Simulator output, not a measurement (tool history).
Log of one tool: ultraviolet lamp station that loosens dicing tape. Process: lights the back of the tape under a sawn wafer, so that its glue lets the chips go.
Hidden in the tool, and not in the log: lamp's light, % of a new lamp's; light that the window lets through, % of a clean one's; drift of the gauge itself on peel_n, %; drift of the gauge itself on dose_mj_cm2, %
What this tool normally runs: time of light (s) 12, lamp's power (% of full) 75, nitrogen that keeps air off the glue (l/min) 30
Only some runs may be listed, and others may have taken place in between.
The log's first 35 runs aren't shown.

run   hour  time of light (s)  lamp's power (% of full)  nitrogen that keeps air off the glue (l/min)  hours of work of the lamp  hours of work since the window was cleaned  force that peels the tape off (N)  light that reached the tape (mJ/cm²)
 36  471.8                 17                        79                                            25                        356                                         219                              0.535                                   386
 37  490.6                  8                        94                                            53                        366                                         229                              1.204                                   216
 38  508.4                  8                        94                                            53                        376                                         239                              1.255                                   213
 39  525.2                  8                        83                                            11                        385                                         248                              2.737                                   190
 40  543.9                  8                        68                                            11                        396                                         259                              3.389                                   157
 41  553.2                  8                        76                                            11                        401                                         264                              2.986                                   175
 42  565.6                  9                        76                                            34                        408                                         271                              1.656                                   196
 43  583.6                 12                        98                                            11                        417                                         280                              1.093                                   333
 44  597.6                 12                        98                                            11                        425                                         288                              1.138                                   336

3 ways to go on from here, each from the tool as it stands after run 44. What would each give?
  A  616.3                 12                        75                                            54                        435                                         298                                  ?                                     ?
  B  616.3                 12                        81                                            11                        435                                         298                                  ?                                     ?
  C  616.3                 12                        98                                            31                        435                                         298                                  ?                                     ?

run  force that peels the tape off (N)  light that reached the tape (mJ/cm²)
  A                              0.861                                   258
  B                              1.564                                   278
  C                              0.644                                   338
What these runs would have given with no unlogged condition in the tool:
run  force that peels the tape off (N)  light that reached the tape (mJ/cm²)
  A                              0.857                                   259
  B                              1.557                                   279
  C                               0.64                                   339

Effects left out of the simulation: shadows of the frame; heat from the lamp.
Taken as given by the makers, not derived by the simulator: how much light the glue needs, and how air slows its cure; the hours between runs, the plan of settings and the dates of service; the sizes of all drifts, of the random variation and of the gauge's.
